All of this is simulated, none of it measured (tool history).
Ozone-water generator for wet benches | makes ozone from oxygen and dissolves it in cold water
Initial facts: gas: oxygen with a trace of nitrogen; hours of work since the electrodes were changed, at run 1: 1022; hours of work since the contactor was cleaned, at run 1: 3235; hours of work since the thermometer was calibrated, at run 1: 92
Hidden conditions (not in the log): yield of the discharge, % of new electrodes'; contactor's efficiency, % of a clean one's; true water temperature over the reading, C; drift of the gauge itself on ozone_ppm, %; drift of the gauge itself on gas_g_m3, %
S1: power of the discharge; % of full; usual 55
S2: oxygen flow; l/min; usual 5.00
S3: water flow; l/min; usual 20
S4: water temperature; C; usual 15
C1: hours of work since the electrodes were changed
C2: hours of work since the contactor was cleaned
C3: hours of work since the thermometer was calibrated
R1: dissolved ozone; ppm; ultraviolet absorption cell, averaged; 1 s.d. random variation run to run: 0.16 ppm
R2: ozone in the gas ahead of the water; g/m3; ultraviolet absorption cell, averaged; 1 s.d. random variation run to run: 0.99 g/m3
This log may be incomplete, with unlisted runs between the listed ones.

run 1 hour=0.0 | S1=55 S2=5.00 S3=20 S4=15 | C1=1022 C2=3235 C3=92 | R1=21.0 R2=169.7
run 2 hour=22.9 | S1=55 S2=5.00 S3=20 S4=15 | C1=1038 C2=3251 C3=108 | R1=21.2 R2=170.2
run 3 hour=45.9 | S1=55 S2=5.00 S3=20 S4=14 | C1=1054 C2=3267 C3=124 | R1=20.8 R2=172.0
run 4 hour=92.7 | S1=55 S2=5.00 S3=28 S4=14 | C1=1088 C2=3300 C3=157 | R1=15.9 R2=169.4
run 5 hour=121.5 | S1=55 S2=5.00 S3=28 S4=14 | C1=1108 C2=3321 C3=177 | R1=15.4 R2=171.4
run 6 hour=155.2 | S1=55 S2=5.00 S3=20 S4=15 | C1=1132 C2=3344 C3=201 | R1=20.9 R2=170.1
run 7 hour=194.1 | S1=55 S2=5.00 S3=20 S4=15 | C1=1159 C2=3372 C3=229 | R1=20.6 R2=170.3
run 8 hour=233.5 | S1=55 S2=3.23 S3=20 S4=15 | C1=1187 C2=3400 C3=257 | R1=18.8 R2=204.0
run 9 hour=261.8 | S1=55 S2=3.23 S3=20 S4=15 | C1=1207 C2=3420 C3=277 | R1=19.0 R2=202.8
run 10 hour=288.1 | S1=55 S2=3.23 S3=20 S4=15 | C1=1226 C2=3438 C3=295 | R1=19.2 R2=203.3
run 11 hour=323.0 | S1=55 S2=3.23 S3=20 S4=15 | C1=1250 C2=3463 C3=320 | R1=19.0 R2=204.1
run 12 hour=348.1 | S1=55 S2=5.00 S3=20 S4=15 | C1=1268 C2=3481 C3=338 | R1=21.1 R2=170.2
run 13 hour=394.8 | S1=55 S2=5.00 S3=20 S4=15 | C1=1301 C2=3514 C3=371 | R1=21.1 R2=170.0
run 14 hour=435.9 | S1=55 S2=5.00 S3=20 S4=15 | C1=1330 C2=3543 C3=400 | R1=21.1 R2=171.0
run 15 hour=481.3 | S1=55 S2=5.00 S3=20 S4=15 | C1=1362 C2=3575 C3=432 | R1=20.9 R2=171.8
run 16 hour=513.0 | S1=55 S2=5.00 S3=20 S4=15 | C1=1385 C2=3597 C3=454 | R1=21.0 R2=170.2
run 17 hour=551.4 | S1=55 S2=5.00 S3=20 S4=15 | C1=1412 C2=3625 C3=481 | R1=20.8 R2=170.8
run 18 hour=598.9 | S1=55 S2=6.47 S3=20 S4=15 | C1=1446 C2=3658 C3=515 | R1=21.6 R2=154.2
run 19 hour=620.3 | S1=64 S2=3.60 S3=20 S4=15 | C1=1461 C2=3673 C3=530 | R1=21.8 R2=221.2
run 20 hour=663.6 | S1=64 S2=3.60 S3=20 S4=15 | C1=1491 C2=3704 C3=561 | R1=22.2 R2=221.5
run 21 hour=706.0 | S1=73 S2=8.96 S3=13 S4=8 | C1=1521 C2=3734 C3=591 | R1=41.9 R2=169.0
run 22 hour=754.5 | S1=55 S2=4.93 S3=20 S4=15 | C1=1556 C2=3768 C3=625 | R1=20.7 R2=172.6
run 23 hour=797.3 | S1=64 S2=3.63 S3=20 S4=15 | C1=1586 C2=3798 C3=655 | R1=22.1 R2=219.7
run 24 hour=836.6 | S1=47 S2=3.44 S3=20 S4=15 | C1=1614 C2=3826 C3=683 | R1=16.8 R2=173.6
run 25 hour=862.8 | S1=51 S2=3.44 S3=20 S4=16 | C1=1632 C2=3845 C3=702 | R1=17.9 R2=184.6
run 26 hour=887.4 | S1=41 S2=5.00 S3=16 S4=15 | C1=1649 C2=3862 C3=719 | R1=19.5 R2=133.9
run 27 hour=925.0 | S1=55 S2=5.88 S3=20 S4=15 | C1=1676 C2=3889 C3=746 | R1=21.5 R2=160.2
run 28 hour=949.9 | S1=45 S2=4.86 S3=14 S4=13 | C1=1694 C2=3906 C3=763 | R1=23.8 R2=146.3
run 29 hour=977.3 | S1=45 S2=4.86 S3=14 S4=13 | C1=1713 C2=3926 C3=783 | R1=23.8 R2=144.5
run 30 hour=1004.0 | S1=92 S2=5.00 S3=20 S4=15 | C1=1732 C2=3945 C3=801 | R1=32.1 R2=262.1
run 31 hour=1052.1 | S1=92 S2=5.00 S3=20 S4=15 | C1=1766 C2=3979 C3=835 | R1=32.0 R2=261.0
run 32 hour=1086.4 | S1=65 S2=6.15 S3=16 S4=9 | C1=1790 C2=4003 C3=860 | R1=32.1 R2=180.2

Branching from run 32: 4 alternative next runs. What would each branch give?
run A hour=1116.2 | S1=45 S2=3.07 S3=31 S4=15 | C1=1811 C2=4024 C3=881 | R1=? R2=?
run B hour=1116.2 | S1=62 S2=7.65 S3=20 S4=18 | C1=1811 C2=4024 C3=881 | R1=? R2=?
run C hour=1116.2 | S1=55 S2=7.45 S3=20 S4=15 | C1=1811 C2=4024 C3=881 | R1=? R2=?
run D hour=1116.2 | S1=51 S2=6.15 S3=16 S4=9 | C1=1811 C2=4024 C3=881 | R1=? R2=?

run=A R1=9.9 R2=175.7
run=B R1=22.9 R2=157.2
run=C R1=22.1 R2=144.0
run=D R1=25.7 R2=145.9
Stripped of hidden state, with their random variation kept, the same runs would have yielded:
run=A R1=9.9 R2=175.8
run=B R1=22.9 R2=157.3
run=C R1=22.1 R2=144.1
run=D R1=25.8 R2=146.0

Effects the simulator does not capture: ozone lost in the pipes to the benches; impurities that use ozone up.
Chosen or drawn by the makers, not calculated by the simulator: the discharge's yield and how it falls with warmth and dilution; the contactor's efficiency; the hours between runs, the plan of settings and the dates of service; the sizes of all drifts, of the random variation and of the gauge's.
